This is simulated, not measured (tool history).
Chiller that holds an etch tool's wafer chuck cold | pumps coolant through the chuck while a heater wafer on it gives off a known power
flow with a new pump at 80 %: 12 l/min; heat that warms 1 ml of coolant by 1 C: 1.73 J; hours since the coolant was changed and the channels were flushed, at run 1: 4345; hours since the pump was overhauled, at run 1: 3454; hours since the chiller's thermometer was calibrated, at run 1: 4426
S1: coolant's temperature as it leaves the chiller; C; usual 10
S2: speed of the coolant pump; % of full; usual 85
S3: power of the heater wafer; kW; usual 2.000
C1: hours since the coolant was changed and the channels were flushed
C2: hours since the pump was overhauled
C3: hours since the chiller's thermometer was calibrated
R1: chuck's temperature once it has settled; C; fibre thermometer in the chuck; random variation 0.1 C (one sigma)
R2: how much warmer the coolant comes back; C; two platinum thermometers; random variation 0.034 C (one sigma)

run	hour	S1	S2	S3	C1	C2	C3	R1	R2
1	0.0	10	85	2.000	4345	3454	4426	28.9	5.51
2	41.7	10	85	2.000	4386	3496	4467	28.9	5.47
3	117.0	10	85	2.000	4462	3571	4543	28.8	5.47
4	204.2	10	85	2.000	4549	3658	4630	28.8	5.38
5	266.6	10	85	2.000	4611	3721	4692	28.9	5.38
6	312.1	10	85	2.000	4657	3766	4738	28.9	5.39
7	388.6	10	85	2.000	4733	3842	4814	28.9	5.32
8	463.4	10	85	2.217	4808	3917	4889	30.9	5.85
9	539.2	10	85	1.395	4884	3993	4965	23.0	3.64
10	609.6	10	85	1.395	4954	4063	5035	23.1	3.64
11	669.7	10	82	2.000	5014	4124	5095	29.2	5.44
12	759.0	7	82	2.000	5104	4213	5185	26.1	5.46
13	842.9	10	61	2.000	5188	4297	5268	32.2	7.26
14	924.9	10	61	2.000	5270	4379	5350	32.3	7.24
15	961.4	10	69	2.000	5306	4415	5387	30.9	6.37
16	1020.4	10	69	2.000	5365	4474	5446	31.1	6.30
17	1073.9	20	71	2.566	5419	4528	5500	46.6	8.03
18	1143.0	20	85	2.000	5488	4597	5569	39.0	4.99
19	1182.2	11	72	2.021	5527	4636	5608	31.7	6.03
# hour 1213.0: gauge calibrated
20	1240.1	11	97	2.755	5585	4694	5666	35.5	6.58
21	1310.6	1	63	1.139	5655	4764	5736	13.6	4.08
# hour 1358.9: chiller's thermometer calibrated
22	1401.7	1	63	1.139	5745	4855	43	13.3	4.09
23	1450.1	1	63	1.139	5794	4903	91	13.5	4.07
# hour 1502.4: coolant changed, channels flushed
24	1512.3	10	85	2.414	10	4959	147	32.7	6.46
25	1572.3	17	81	2.414	70	5019	207	40.3	6.78
26	1615.6	17	81	2.414	113	5063	251	40.2	6.73
27	1660.5	16	70	2.811	158	5107	296	45.2	9.07
28	1746.9	16	70	2.811	244	5194	382	45.2	9.10
29	1819.4	10	83	2.000	317	5266	455	29.1	5.37
30	1900.5	18	86	1.575	398	5347	536	32.8	4.00
31	1987.2	10	95	1.156	485	5434	622	20.0	2.56

Forecast each of these 4 alternatives for the next run:
A	2060.6	10	78	2.000	558	5507	696	?	?
B	2060.6	11	77	1.202	558	5507	696	?	?
C	2060.6	13	95	1.100	558	5507	696	?	?
D	2060.6	10	95	2.452	558	5507	696	?	?

run	R1	R2
A	29.4	5.61
B	23.1	3.31
C	22.9	2.39
D	31.8	5.74
Without the tool's hidden state the same runs would have given:
run	R1	R2
A	29.4	5.91
B	23.1	3.61
C	22.9	2.70
D	31.8	6.04
